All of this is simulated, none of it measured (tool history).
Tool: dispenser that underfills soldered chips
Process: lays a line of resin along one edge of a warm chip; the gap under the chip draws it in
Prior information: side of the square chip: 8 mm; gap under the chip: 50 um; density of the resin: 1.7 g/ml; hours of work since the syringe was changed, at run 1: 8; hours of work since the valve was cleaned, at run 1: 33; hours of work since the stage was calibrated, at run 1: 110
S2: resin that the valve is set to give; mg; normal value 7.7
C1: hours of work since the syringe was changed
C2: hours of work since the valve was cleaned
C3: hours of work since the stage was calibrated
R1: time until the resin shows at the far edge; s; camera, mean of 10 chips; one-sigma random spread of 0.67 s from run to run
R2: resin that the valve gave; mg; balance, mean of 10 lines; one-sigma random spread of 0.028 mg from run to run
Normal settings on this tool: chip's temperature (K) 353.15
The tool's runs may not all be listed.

Run 1, hour 0: usual settings; C1 8; C2 33; C3 110. Result: R1 93.5 s, R2 7.63 mg.
At hour 5.3: new syringe of resin.
Run 2, hour 6: usual settings; C1 0; C2 37; C3 114. Result: R1 59.7 s, R2 7.59 mg.
Run 3, hour 11.3: usual settings; C1 4; C2 40; C3 117. Result: R1 71.9 s, R2 7.6 mg.
Run 4, hour 19.9: usual settings; C1 9; C2 46; C3 123. Result: R1 97.5 s, R2 7.58 mg.
At hour 23.6: new syringe of resin.
Run 5, hour 26.2: usual settings; C1 2; C2 49; C3 126. Result: R1 63.3 s, R2 7.52 mg.
Run 6, hour 32.5: usual settings; C1 6; C2 53; C3 130. Result: R1 80.5 s, R2 7.55 mg.
Run 7, hour 41.2: usual settings; C1 11; C2 59; C3 136. Result: R1 109.5 s, R2 7.53 mg.
At hour 42.3: new syringe of resin.
Run 8, hour 51.1: usual settings; C1 6; C2 65; C3 142. Result: R1 79.8 s, R2 7.48 mg.
Run 9, hour 58.3: usual settings; C1 10; C2 69; C3 146. Result: R1 103.7 s, R2 7.44 mg.
At hour 61.3: new syringe of resin.
Run 10, hour 64.8: usual settings; C1 2; C2 73; C3 150. Result: R1 66.6 s, R2 7.47 mg.
At hour 68.8: dispensing valve cleaned and set on the balance.
Run 11, hour 71.5: usual settings; C1 6; C2 2; C3 154. Result: R1 81.7 s, R2 7.67 mg.
Run 12, hour 76.4: usual settings but S2 6.6 mg; C1 9; C2 5; C3 157. Result: R1 102.3 s, R2 6.55 mg.
At hour 81: new syringe of resin.
Run 13, hour 81.6: usual settings but chip's temperature (K) 355.15; C1 0; C2 8; C3 160. Result: R1 54.9 s, R2 7.66 mg.
Run 14, hour 87.1: usual settings but chip's temperature (K) 355.15, S2 7.69 mg; C1 4; C2 11; C3 163. Result: R1 68 s, R2 7.61 mg.
Run 15, hour 93.1: usual settings but chip's temperature (K) 355.15, S2 7.69 mg; C1 8; C2 15; C3 167. Result: R1 84.2 s, R2 7.61 mg.
At hour 99.8: new syringe of resin.
Run 16, hour 102.7: usual settings but S2 7.59 mg; C1 2; C2 21; C3 173. Result: R1 64.4 s, R2 7.52 mg.
Run 17, hour 114.3: usual settings; C1 9; C2 28; C3 180. Result: R1 97.4 s, R2 7.55 mg.
At hour 118.1: new syringe of resin.
Run 18, hour 120.3: usual settings; C1 1; C2 32; C3 184. Result: R1 61.4 s, R2 7.52 mg.
Run 19, hour 131.8: usual settings; C1 9; C2 39; C3 191. Result: R1 94.5 s, R2 7.53 mg.
At hour 136.6: new syringe of resin.
Run 20, hour 143.9: usual settings but chip's temperature (K) 366.15, S2 6.72 mg; C1 5; C2 46; C3 199. Result: R1 48.9 s, R2 6.54 mg.
Run 21, hour 150.4: usual settings but chip's temperature (K) 366.15, S2 6.72 mg; C1 9; C2 50; C3 203. Result: R1 60.4 s, R2 6.54 mg.
At hour 155.1: new syringe of resin.
Run 22, hour 158.1: usual settings but chip's temperature (K) 366.15, S2 6.72 mg; C1 2; C2 55; C3 207. Result: R1 41.6 s, R2 6.52 mg.
Run 23, hour 163.4: usual settings but chip's temperature (K) 366.15, S2 6.72 mg; C1 5; C2 58; C3 211. Result: R1 50.6 s, R2 6.52 mg.
Run 24, hour 172.6: usual settings but S2 6.9 mg; C1 11; C2 64; C3 216. Result: R1 114 s, R2 6.66 mg.
At hour 173.8: new syringe of resin.
Run 25, hour 182.4: usual settings but S2 6.9 mg; C1 5; C2 70; C3 222. Result: R1 82.5 s, R2 6.69 mg.
Run 26, hour 190.3: usual settings but chip's temperature (K) 351.15, S2 6.76 mg; C1 10; C2 75; C3 227. Result: R1 119.5 s, R2 6.49 mg.
At hour 192: dispensing valve cleaned and set on the balance.
At hour 193.3: new syringe of resin.
Run 27, hour 199.2: usual settings but chip's temperature (K) 351.15, S2 6.76 mg; C1 4; C2 4; C3 232. Result: R1 82.4 s, R2 6.74 mg.
Run 28, hour 208.1: usual settings but chip's temperature (K) 351.15, S2 6.76 mg; C1 9; C2 10; C3 238. Result: R1 112.4 s, R2 6.79 mg.
At hour 212: new syringe of resin.
Run 29, hour 217.5: usual settings but chip's temperature (K) 357.15, S2 8.91 mg; C1 3; C2 16; C3 243. Result: R1 59.3 s, R2 8.83 mg.
Run 30, hour 224.2: usual settings but chip's temperature (K) 352.15, S2 7 mg; C1 8; C2 20; C3 248. Result: R1 94.1 s, R2 6.91 mg.
At hour 230.3: new syringe of resin.
Run 31, hour 232.2: usual settings but chip's temperature (K) 352.15, S2 7 mg; C1 1; C2 25; C3 252. Result: R1 65.2 s, R2 6.93 mg.
Run 32, hour 238.7: usual settings but chip's temperature (K) 357.15, S2 9.37 mg; C1 5; C2 29; C3 256. Result: R1 63.8 s, R2 9.29 mg.
Run 33, hour 243.6: usual settings but chip's temperature (K) 354.15, S2 9.46 mg; C1 8; C2 32; C3 260. Result: R1 86.8 s, R2 9.27 mg.
At hour 248.6: new syringe of resin.
Run 34, hour 251.2: usual settings but chip's temperature (K) 354.15, S2 9.46 mg; C1 2; C2 36; C3 264. Result: R1 59 s, R2 9.3 mg.
Run 35, hour 261.1: usual settings but chip's temperature (K) 354.15, S2 9.46 mg; C1 8; C2 43; C3 270. Result: R1 84.7 s, R2 9.3 mg.
At hour 267.5: new syringe of resin.
Run 36, hour 271.3: usual settings but chip's temperature (K) 357.15, S2 8.1 mg; C1 2; C2 49; C3 277. Result: R1 55.9 s, R2 7.87 mg.
Run 37, hour 276.6: usual settings but chip's temperature (K) 357.15, S2 8.1 mg; C1 6; C2 52; C3 280. Result: R1 67.7 s, R2 7.89 mg.

Hidden state or all else? Some run-to-run changes of R1, split into what the settings, what came in and random variation would give without the hidden state, and what is left for the hidden state (with any gauge scatter that isn't in both results):
The tool's hidden condition here consists of: resin's viscosity, % of fresh resin's; dose that the valve gives, % of what is set; true chip temperature over the reading, C; drift of the gauge itself on fill_s, %; drift of the gauge itself on given_mg, %.
Run 12 -> 13: chip's temperature (K) 353.15 -> 355.15, S2 6.6 -> 7.7, new syringe of resin. R1 -47.4 s: hidden state -38.6, all else -8.8.
Run 23 -> 24: chip's temperature (K) 366.15 -> 353.15, S2 6.72 -> 6.9. R1 +63.4 s: hidden state +39.2, all else +24.2.
Run 26 -> 27: dispensing valve cleaned and set on the balance, new syringe of resin. R1 -37.1 s: hidden state -37.5, all else +0.4.
Run 28 -> 29: chip's temperature (K) 351.15 -> 357.15, S2 6.76 -> 8.91, new syringe of resin. R1 -53.1 s: hidden state -36.4, all else -16.7.

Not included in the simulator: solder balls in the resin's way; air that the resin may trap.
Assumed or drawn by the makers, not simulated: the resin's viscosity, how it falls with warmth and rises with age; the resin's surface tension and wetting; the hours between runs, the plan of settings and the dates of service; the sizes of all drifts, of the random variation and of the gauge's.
